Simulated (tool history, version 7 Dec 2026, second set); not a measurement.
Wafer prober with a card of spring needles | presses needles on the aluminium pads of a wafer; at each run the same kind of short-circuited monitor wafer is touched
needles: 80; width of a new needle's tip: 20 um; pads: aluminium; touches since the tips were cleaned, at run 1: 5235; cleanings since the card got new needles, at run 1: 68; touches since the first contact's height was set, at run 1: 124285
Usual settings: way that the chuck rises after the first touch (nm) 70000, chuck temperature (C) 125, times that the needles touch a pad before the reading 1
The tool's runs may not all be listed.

run	hour	way that the chuck rises after the first touch (nm)	chuck temperature (C)	times that the needles touch a pad before the reading	touches since the tips were cleaned	cleanings since the card got new needles	touches since the first contact's height was set	resistance of one needle with its contact and lead (mohm)	way that a needle slides on the pad (nm)
1	0.0	70000	125	1	5235	68	124285	153	9270
# hour 5.8: tips cleaned on abrasive film
# hour 33.9: tips cleaned on abrasive film
# hour 34.2: height of the first contact set anew
# hour 62.9: tips cleaned on abrasive film
# hour 89.5: tips cleaned on abrasive film
2	89.5	70000	125	1	0	72	15296	156	9280
# hour 117.9: tips cleaned on abrasive film
# hour 143.5: tips cleaned on abrasive film
# hour 170.8: tips cleaned on abrasive film
3	179.9	70000	125	1	2545	75	40285	153	9270
# hour 197.2: tips cleaned on abrasive film
# hour 224.1: tips cleaned on abrasive film
4	225.9	70000	125	2	509	77	52988	152	9270
# hour 248.3: tips cleaned on abrasive film
# hour 271.3: tips cleaned on abrasive film
# hour 299.8: tips cleaned on abrasive film
5	304.5	70000	125	2	1285	80	74682	150	9240
# hour 326.1: tips cleaned on abrasive film
# hour 352.9: tips cleaned on abrasive film
# hour 380.9: tips cleaned on abrasive film
6	392.4	70000	125	1	3191	83	98993	153	9240
# hour 409.2: tips cleaned on abrasive film
# hour 435.4: tips cleaned on abrasive film
7	457.6	70000	125	1	6164	85	117018	155	9240
# hour 463.5: tips cleaned on abrasive film
# hour 491.8: tips cleaned on abrasive film
# hour 519.0: tips cleaned on abrasive film
# hour 519.3: height of the first contact set anew
# hour 542.3: tips cleaned on abrasive film
8	555.4	56000	125	1	3618	89	9968	163	7400
# hour 565.5: tips cleaned on abrasive film
# hour 592.9: tips cleaned on abrasive film
# hour 620.7: tips cleaned on abrasive film
# hour 647.0: tips cleaned on abrasive film
9	647.0	56000	125	1	0	93	35251	164	7390
# hour 671.7: tips cleaned on abrasive film
# hour 699.6: tips cleaned on abrasive film
# hour 726.6: tips cleaned on abrasive film
10	730.2	56000	125	1	991	96	58247	161	7370
# hour 753.2: tips cleaned on abrasive film
# hour 779.7: tips cleaned on abrasive film
# hour 807.3: tips cleaned on abrasive film
11	815.6	70000	125	1	2299	99	81846	153	9240
# hour 832.8: tips cleaned on abrasive film
# hour 859.4: tips cleaned on abrasive film
# hour 882.4: tips cleaned on abrasive film
12	892.1	70000	125	1	2692	102	102994	153	9190
# hour 909.4: tips cleaned on abrasive film
# hour 932.4: tips cleaned on abrasive film
13	933.1	70000	125	1	200	104	114302	155	9210
# hour 956.1: tips cleaned on abrasive film
# hour 982.3: tips cleaned on abrasive film
# hour 1004.3: height of the first contact set anew
# hour 1010.2: tips cleaned on abrasive film
14	1025.3	70000	125	2	4192	107	5780	154	9190
# hour 1036.8: tips cleaned on abrasive film
# hour 1063.4: tips cleaned on abrasive film
15	1066.7	70000	125	2	921	109	17221	155	9200
# hour 1088.1: tips cleaned on abrasive film
# hour 1111.1: tips cleaned on abrasive film
# hour 1137.4: tips cleaned on abrasive film
16	1137.4	70000	125	2	0	112	36724	154	9210
# hour 1162.8: tips cleaned on abrasive film
# hour 1190.4: tips cleaned on abrasive film
# hour 1214.3: tips cleaned on abrasive film
17	1214.3	76000	39	2	0	115	57965	135	9980
# hour 1240.4: tips cleaned on abrasive film
# hour 1266.8: tips cleaned on abrasive film
18	1277.2	55000	125	2	2892	117	75367	164	7230
# hour 1294.5: tips cleaned on abrasive film
# hour 1321.0: tips cleaned on abrasive film
19	1336.8	55000	125	2	4373	119	91824	165	7230
# hour 1348.3: tips cleaned on abrasive film
# hour 1374.6: tips cleaned on abrasive film
# hour 1402.2: tips cleaned on abrasive film
# hour 1430.9: tips cleaned on abrasive film
20	1434.0	70000	34	1	875	123	118689	136	9190
# hour 1455.3: tips cleaned on abrasive film
# hour 1481.7: tips cleaned on abrasive film
# hour 1487.8: height of the first contact set anew
21	1492.6	56000	86	1	2942	125	1355	156	7340
# hour 1509.2: tips cleaned on abrasive film
# hour 1533.3: tips cleaned on abrasive film
# hour 1557.8: tips cleaned on abrasive film
# hour 1586.4: tips cleaned on abrasive film
22	1586.9	70000	89	1	132	129	27375	147	9150
# hour 1613.2: tips cleaned on abrasive film
# hour 1639.4: tips cleaned on abrasive film
# hour 1668.1: tips cleaned on abrasive film
23	1683.3	56000	52	1	4213	132	54028	145	7330
# hour 1694.8: tips cleaned on abrasive film
# hour 1721.9: tips cleaned on abrasive film
# hour 1750.6: tips cleaned on abrasive film
24	1772.7	56000	52	1	6139	135	78750	150	7340
# hour 1777.1: tips cleaned on abrasive film
# hour 1804.9: tips cleaned on abrasive film
# hour 1831.6: tips cleaned on abrasive film
# hour 1854.9: tips cleaned on abrasive film
25	1854.9	56000	52	1	0	139	101414	148	7290
# hour 1881.7: tips cleaned on abrasive film
# hour 1908.9: tips cleaned on abrasive film
# hour 1936.5: tips cleaned on abrasive film
26	1941.9	56000	52	1	1489	142	125457	150	7300

Some steps in way that a needle slides on the pad (nm) between neighbouring runs. How much of each would the tool show without its hidden state too (settings, what came in, random variation), and how much is left for the hidden state, with any gauge scatter that isn't in both results?
The hidden state here: debris on the tips, nm; way that the needles fall short of the set height, um; tips' diameter, um; drift of the gauge itself on contact_mohm, %; drift of the gauge itself on scrub_um, %.
Run 17 -> 18: way that the chuck rises after the first touch (nm) 76000 -> 55000, chuck temperature (C) 39 -> 125, tips cleaned on abrasive film, tips cleaned on abrasive film. way that a needle slides on the pad (nm) -2750: hidden state +20, all else -2770.
Run 19 -> 20: way that the chuck rises after the first touch (nm) 55000 -> 70000, chuck temperature (C) 125 -> 34, times that the needles touch a pad before the reading 2 -> 1, tips cleaned on abrasive film, tips cleaned on abrasive film, tips cleaned on abrasive film, tips cleaned on abrasive film. way that a needle slides on the pad (nm) +1960: hidden state -30, all else +1990.
Run 21 -> 22: way that the chuck rises after the first touch (nm) 56000 -> 70000, chuck temperature (C) 86 -> 89, tips cleaned on abrasive film, tips cleaned on abrasive film, tips cleaned on abrasive film, tips cleaned on abrasive film. way that a needle slides on the pad (nm) +1810: hidden state -30, all else +1840.
